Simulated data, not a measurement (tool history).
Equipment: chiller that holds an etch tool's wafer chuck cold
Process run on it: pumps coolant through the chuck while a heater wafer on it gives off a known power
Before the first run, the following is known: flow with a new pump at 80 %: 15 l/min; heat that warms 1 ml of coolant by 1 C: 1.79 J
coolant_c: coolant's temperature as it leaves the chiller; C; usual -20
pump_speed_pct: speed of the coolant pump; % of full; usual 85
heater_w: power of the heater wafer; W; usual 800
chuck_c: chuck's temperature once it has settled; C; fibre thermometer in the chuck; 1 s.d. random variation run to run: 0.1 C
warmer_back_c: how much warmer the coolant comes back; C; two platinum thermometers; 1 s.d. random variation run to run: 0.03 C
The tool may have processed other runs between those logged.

Run 1, hour 0: usual settings. Result: chuck_c -8.8 C, warmer_back_c 1.71 C.
Run 2, hour 63.4: usual settings but heater_w 436 W. Result: chuck_c -13.5 C, warmer_back_c 0.93 C.
Run 3, hour 145.4: usual settings but heater_w 436 W. Result: chuck_c -13.7 C, warmer_back_c 0.97 C.
Run 4, hour 185.7: usual settings but pump_speed_pct 64 % of full. Result: chuck_c -6.6 C, warmer_back_c 2.33 C.
Run 5, hour 240.1: usual settings but pump_speed_pct 64 % of full. Result: chuck_c -6.7 C, warmer_back_c 2.3 C.
Run 6, hour 291.1: usual settings but pump_speed_pct 64 % of full. Result: chuck_c -6.7 C, warmer_back_c 2.28 C.
Run 7, hour 384.8: usual settings but pump_speed_pct 95 % of full. Result: chuck_c -9.1 C, warmer_back_c 1.52 C.
Run 8, hour 475.9: usual settings but coolant_c -11 C, pump_speed_pct 95 % of full. Result: chuck_c -0.3 C, warmer_back_c 1.61 C.
At hour 494.9: chiller's thermometer calibrated.
Run 9, hour 534.1: usual settings but coolant_c -11 C, pump_speed_pct 95 % of full. Result: chuck_c -0.5 C, warmer_back_c 1.59 C.
Run 10, hour 627.9: usual settings. Result: chuck_c -8.8 C, warmer_back_c 1.77 C.
Run 11, hour 723.2: usual settings. Result: chuck_c -8.9 C, warmer_back_c 1.8 C.
Run 12, hour 787.3: usual settings but heater_w 999 W. Result: chuck_c -6 C, warmer_back_c 2.13 C.
Run 13, hour 838.6: usual settings but coolant_c -26 C. Result: chuck_c -14.8 C, warmer_back_c 1.77 C.
Run 14, hour 931.6: usual settings but coolant_c -26 C. Result: chuck_c -14.5 C, warmer_back_c 1.8 C.
At hour 965.7: coolant changed, channels flushed.
Run 15, hour 1031.5: usual settings but heater_w 685 W. Result: chuck_c -11.6 C, warmer_back_c 1.52 C.
Run 16, hour 1127.1: usual settings but heater_w 685 W. Result: chuck_c -11.6 C, warmer_back_c 1.53 C.
At hour 1136.5: coolant pump overhauled.
Run 17, hour 1181.2: usual settings but coolant_c -24 C, heater_w 626 W. Result: chuck_c -16.2 C, warmer_back_c 1.43 C.
Run 18, hour 1235.9: usual settings but coolant_c -24 C, heater_w 626 W. Result: chuck_c -16.2 C, warmer_back_c 1.46 C.
Run 19, hour 1306.8: usual settings but coolant_c -12 C, pump_speed_pct 74 % of full. Result: chuck_c -1.2 C, warmer_back_c 2.1 C.
Run 20, hour 1380.9: usual settings but coolant_c -13 C, pump_speed_pct 70 % of full, heater_w 892 W. Result: chuck_c -0.5 C, warmer_back_c 2.51 C.
Run 21, hour 1452.4: usual settings but coolant_c -28 C. Result: chuck_c -17.8 C, warmer_back_c 1.82 C.
Run 22, hour 1519.2: usual settings but coolant_c -28 C. Result: chuck_c -17.8 C, warmer_back_c 1.84 C.
Run 23, hour 1558.6: usual settings but coolant_c -15 C. Result: chuck_c -4.9 C, warmer_back_c 1.83 C.
Run 24, hour 1648.6: usual settings but coolant_c -15 C. Result: chuck_c -4.8 C, warmer_back_c 1.86 C.
At hour 1711.1: coolant pump overhauled, once more.
Run 25, hour 1738.6: usual settings but coolant_c -29 C, pump_speed_pct 70 % of full, heater_w 625 W. Result: chuck_c -20.7 C, warmer_back_c 1.57 C.
Run 26, hour 1828.1: usual settings but pump_speed_pct 65 % of full. Result: chuck_c -8.7 C, warmer_back_c 2.23 C.
Run 27, hour 1895.7: usual settings but pump_speed_pct 78 % of full, heater_w 786 W. Result: chuck_c -10.1 C, warmer_back_c 1.81 C.
Run 28, hour 1972.3: usual settings but coolant_c -28 C, pump_speed_pct 67 % of full, heater_w 968 W. Result: chuck_c -14.7 C, warmer_back_c 2.6 C.
Run 29, hour 2057.1: usual settings but heater_w 561 W. Result: chuck_c -13.2 C, warmer_back_c 1.17 C.
Run 30, hour 2138: usual settings but heater_w 561 W. Result: chuck_c -13.2 C, warmer_back_c 1.22 C.
Run 31, hour 2212.2: usual settings but coolant_c -17 C, heater_w 548 W. Result: chuck_c -10.2 C, warmer_back_c 1.16 C.
Run 32, hour 2255.6: usual settings but coolant_c -16 C, pump_speed_pct 79 % of full, heater_w 872 W. Result: chuck_c -4.9 C, warmer_back_c 1.96 C.

What would each run have given without the hidden state, its run-to-run variation left as it was?
Hidden conditions of the tool in this case: heat passed by the chuck's channels, % of clean ones'; flow at a given pump speed, % of a new pump's; coolant's true temperature over the reading, C; drift of the gauge itself on chuck_c, C; drift of the gauge itself on warmer_back_c, C.
run  chuck_c  warmer_back_c
  1    -10.9           1.66
  2    -14.8            0.9
  3      -15           0.93
  4       -9           2.25
  5     -9.1           2.22
  6     -9.2           2.19
  7    -11.2           1.46
  8     -2.4           1.55
  9     -2.3           1.52
 10    -10.8           1.69
 11    -10.8           1.73
 12     -8.5           2.03
 13    -16.8           1.69
 14    -16.6           1.72
 15    -12.1           1.45
 16      -12           1.46
 17    -16.8           1.32
 18    -16.8           1.35
 19     -1.9           1.94
 20     -1.4           2.32
 21    -18.6           1.67
 22    -18.6           1.69
 23     -5.7           1.68
 24     -5.7           1.71
 25      -21           1.58
 26     -9.1           2.23
 27    -10.5           1.81
 28    -15.2            2.6
 29    -13.6           1.17
 30    -13.6           1.22
 31    -10.6           1.16
 32     -5.4           1.95
